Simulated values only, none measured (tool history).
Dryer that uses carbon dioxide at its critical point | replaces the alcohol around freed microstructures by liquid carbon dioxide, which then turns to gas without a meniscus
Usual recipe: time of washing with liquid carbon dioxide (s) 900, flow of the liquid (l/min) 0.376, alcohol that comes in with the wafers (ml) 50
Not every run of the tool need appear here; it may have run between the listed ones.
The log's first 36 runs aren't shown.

run   hour  time of washing with liquid carbon dioxide (s)  flow of the liquid (l/min)  alcohol that comes in with the wafers (ml)  hours of work since the filter was changed  hours of work since the purifier's bed was changed  alcohol left in the vessel before it's heated (ppm by volume)
 37  658.7                                            1200                       0.481                                          38                                          68                                                 395                                                             47
 38  672.6                                             900                       0.296                                          20                                          75                                                 403                                                            459
 39  698.1                                             900                       0.555                                          73                                          89                                                 416                                                             99
 40  715.5                                            1200                       0.459                                          60                                          98                                                 425                                                             56
 41  737.4                                            1380                       0.228                                          71                                         109                                                 437                                                            791
 42  758.4                                            1380                       0.228                                          71                                         120                                                 448                                                            798
 43  783.4                                            1020                        0.46                                          86                                         134                                                 461                                                            167
 44  795.1                                             960                       0.506                                          86                                         140                                                 467                                                            137
 45    809                                             960                       0.506                                          86                                         147                                                 474                                                            142

Branching from run 45: 4 alternative next runs. What would each branch give?
  A  824.7                                             960                       0.364                                          46                                         155                                                 483                                                              ?
  B  824.7                                            1320                       0.235                                          86                                         155                                                 483                                                              ?
  C  824.7                                             900                       0.376                                          84                                         155                                                 483                                                              ?
  D  824.7                                            1080                       0.521                                          38                                         155                                                 483                                                              ?

run  alcohol left in the vessel before it's heated (ppm by volume)
  A                                                            389
  B                                                           1072
  C                                                            762
  D                                                             52
Without the tool's hidden state the same runs would have given:
run  alcohol left in the vessel before it's heated (ppm by volume)
  A                                                            289
  B                                                            858
  C                                                            595
  D                                                             13

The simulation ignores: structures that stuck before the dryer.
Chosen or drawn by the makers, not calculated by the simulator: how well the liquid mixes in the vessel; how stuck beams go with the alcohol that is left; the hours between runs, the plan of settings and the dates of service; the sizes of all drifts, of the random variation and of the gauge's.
